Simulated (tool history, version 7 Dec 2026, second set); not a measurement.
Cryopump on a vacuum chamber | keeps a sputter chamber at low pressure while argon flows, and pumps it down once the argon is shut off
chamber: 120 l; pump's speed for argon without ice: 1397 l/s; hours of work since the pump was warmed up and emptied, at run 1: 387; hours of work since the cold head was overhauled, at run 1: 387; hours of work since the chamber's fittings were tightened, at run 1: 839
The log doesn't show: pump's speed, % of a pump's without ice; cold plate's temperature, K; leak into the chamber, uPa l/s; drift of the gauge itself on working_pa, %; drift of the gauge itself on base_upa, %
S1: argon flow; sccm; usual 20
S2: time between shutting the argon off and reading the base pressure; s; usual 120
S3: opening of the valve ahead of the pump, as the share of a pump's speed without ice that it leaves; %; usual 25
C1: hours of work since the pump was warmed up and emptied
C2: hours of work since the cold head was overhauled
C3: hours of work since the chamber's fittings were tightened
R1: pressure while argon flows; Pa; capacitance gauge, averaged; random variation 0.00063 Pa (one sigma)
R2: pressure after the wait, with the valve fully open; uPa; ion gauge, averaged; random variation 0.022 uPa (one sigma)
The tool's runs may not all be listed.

{"run": 1, "hour": 0.0, "S1": 20, "S2": 120, "S3": 25, "C1": 387, "C2": 387, "C3": 839, "R1": 0.1008, "R2": 1.21}
{"run": 2, "hour": 10.0, "S1": 13, "S2": 120, "S3": 25, "C1": 396, "C2": 396, "C3": 848, "R1": 0.0649, "R2": 1.18}
{"run": 3, "hour": 18.1, "S1": 20, "S2": 120, "S3": 25, "C1": 403, "C2": 403, "C3": 854, "R1": 0.1013, "R2": 1.21}
{"run": 4, "hour": 31.1, "S1": 15, "S2": 120, "S3": 25, "C1": 414, "C2": 414, "C3": 866, "R1": 0.0757, "R2": 1.19}
{"run": 5, "hour": 48.2, "S1": 15, "S2": 120, "S3": 25, "C1": 429, "C2": 429, "C3": 880, "R1": 0.0752, "R2": 1.24}
{"run": 6, "hour": 65.1, "S1": 15, "S2": 120, "S3": 25, "C1": 443, "C2": 443, "C3": 895, "R1": 0.0752, "R2": 1.24}
{"run": 7, "hour": 83.4, "S1": 15, "S2": 120, "S3": 25, "C1": 459, "C2": 459, "C3": 910, "R1": 0.0759, "R2": 1.28}
{"run": 8, "hour": 91.4, "S1": 15, "S2": 120, "S3": 25, "C1": 466, "C2": 466, "C3": 917, "R1": 0.0762, "R2": 1.3}
{"run": 9, "hour": 106.1, "S1": 10, "S2": 120, "S3": 25, "C1": 478, "C2": 478, "C3": 930, "R1": 0.051, "R2": 1.28}
{"run": 10, "hour": 120.1, "S1": 20, "S2": 120, "S3": 25, "C1": 490, "C2": 490, "C3": 942, "R1": 0.1015, "R2": 1.27}
{"hour": 132.9, "done": "pump warmed up, emptied and cooled again"}
{"run": 11, "hour": 134.0, "S1": 20, "S2": 120, "S3": 25, "C1": 1, "C2": 498, "C3": 949, "R1": 0.0969, "R2": 1.2}
{"run": 12, "hour": 144.2, "S1": 20, "S2": 120, "S3": 25, "C1": 10, "C2": 507, "C3": 958, "R1": 0.0973, "R2": 1.24}
{"run": 13, "hour": 160.9, "S1": 20, "S2": 29, "S3": 25, "C1": 24, "C2": 521, "C3": 972, "R1": 0.096, "R2": 2.48}
{"run": 14, "hour": 175.6, "S1": 20, "S2": 29, "S3": 25, "C1": 37, "C2": 533, "C3": 985, "R1": 0.0987, "R2": 2.57}
{"run": 15, "hour": 190.4, "S1": 20, "S2": 29, "S3": 25, "C1": 49, "C2": 546, "C3": 998, "R1": 0.098, "R2": 2.59}
{"run": 16, "hour": 202.6, "S1": 10, "S2": 120, "S3": 25, "C1": 60, "C2": 556, "C3": 1008, "R1": 0.0487, "R2": 1.24}
{"run": 17, "hour": 213.5, "S1": 20, "S2": 120, "S3": 25, "C1": 69, "C2": 566, "C3": 1017, "R1": 0.0989, "R2": 1.24}
{"run": 18, "hour": 226.9, "S1": 20, "S2": 199, "S3": 25, "C1": 80, "C2": 577, "C3": 1029, "R1": 0.0985, "R2": 1.06}
{"run": 19, "hour": 238.9, "S1": 20, "S2": 199, "S3": 25, "C1": 91, "C2": 588, "C3": 1039, "R1": 0.0977, "R2": 1.1}
{"run": 20, "hour": 255.0, "S1": 20, "S2": 48, "S3": 25, "C1": 104, "C2": 601, "C3": 1053, "R1": 0.098, "R2": 1.89}
{"run": 21, "hour": 271.7, "S1": 18, "S2": 38, "S3": 34, "C1": 119, "C2": 616, "C3": 1067, "R1": 0.0653, "R2": 2.21}
{"run": 22, "hour": 289.4, "S1": 36, "S2": 120, "S3": 29, "C1": 134, "C2": 631, "C3": 1082, "R1": 0.1536, "R2": 1.29}
{"run": 23, "hour": 302.8, "S1": 36, "S2": 120, "S3": 57, "C1": 145, "C2": 642, "C3": 1094, "R1": 0.0788, "R2": 1.26}
{"run": 24, "hour": 317.4, "S1": 36, "S2": 120, "S3": 57, "C1": 158, "C2": 655, "C3": 1106, "R1": 0.08, "R2": 1.3}
{"run": 25, "hour": 326.9, "S1": 9, "S2": 210, "S3": 50, "C1": 166, "C2": 663, "C3": 1114, "R1": 0.0223, "R2": 1.11}
{"run": 26, "hour": 342.8, "S1": 19, "S2": 22, "S3": 28, "C1": 180, "C2": 676, "C3": 1128, "R1": 0.0835, "R2": 3.3}
{"run": 27, "hour": 351.3, "S1": 19, "S2": 22, "S3": 28, "C1": 187, "C2": 684, "C3": 1135, "R1": 0.085, "R2": 3.21}
{"run": 28, "hour": 360.9, "S1": 20, "S2": 106, "S3": 19, "C1": 195, "C2": 692, "C3": 1144, "R1": 0.1295, "R2": 1.41}
{"run": 29, "hour": 378.2, "S1": 20, "S2": 187, "S3": 29, "C1": 210, "C2": 707, "C3": 1158, "R1": 0.0848, "R2": 1.18}
{"run": 30, "hour": 398.0, "S1": 22, "S2": 229, "S3": 19, "C1": 227, "C2": 724, "C3": 1175, "R1": 0.1425, "R2": 1.15}
{"run": 31, "hour": 410.8, "S1": 33, "S2": 293, "S3": 17, "C1": 238, "C2": 735, "C3": 1186, "R1": 0.2396, "R2": 1.12}
{"run": 32, "hour": 421.1, "S1": 14, "S2": 293, "S3": 49, "C1": 247, "C2": 743, "C3": 1195, "R1": 0.0359, "R2": 1.09}
{"run": 33, "hour": 440.8, "S1": 9, "S2": 164, "S3": 25, "C1": 263, "C2": 760, "C3": 1212, "R1": 0.0453, "R2": 1.25}

Forecast each of these 3 alternatives for the next run:
{"run": "A", "hour": 450.6, "S1": 21, "S2": 164, "S3": 45, "C1": 272, "C2": 769, "C3": 1220, "R1": "?", "R2": "?"}
{"run": "B", "hour": 450.6, "S1": 12, "S2": 36, "S3": 21, "C1": 272, "C2": 769, "C3": 1220, "R1": "?", "R2": "?"}
{"run": "C", "hour": 450.6, "S1": 20, "S2": 120, "S3": 19, "C1": 272, "C2": 769, "C3": 1220, "R1": "?", "R2": "?"}

run=A R1=0.0597 R2=1.26
run=B R1=0.0714 R2=2.45
run=C R1=0.13 R2=1.41
Without the tool's hidden state the same runs would have given:
run=A R1=0.0568 R2=0.52
run=B R1=0.0697 R2=1.68
run=C R1=0.1272 R2=0.66
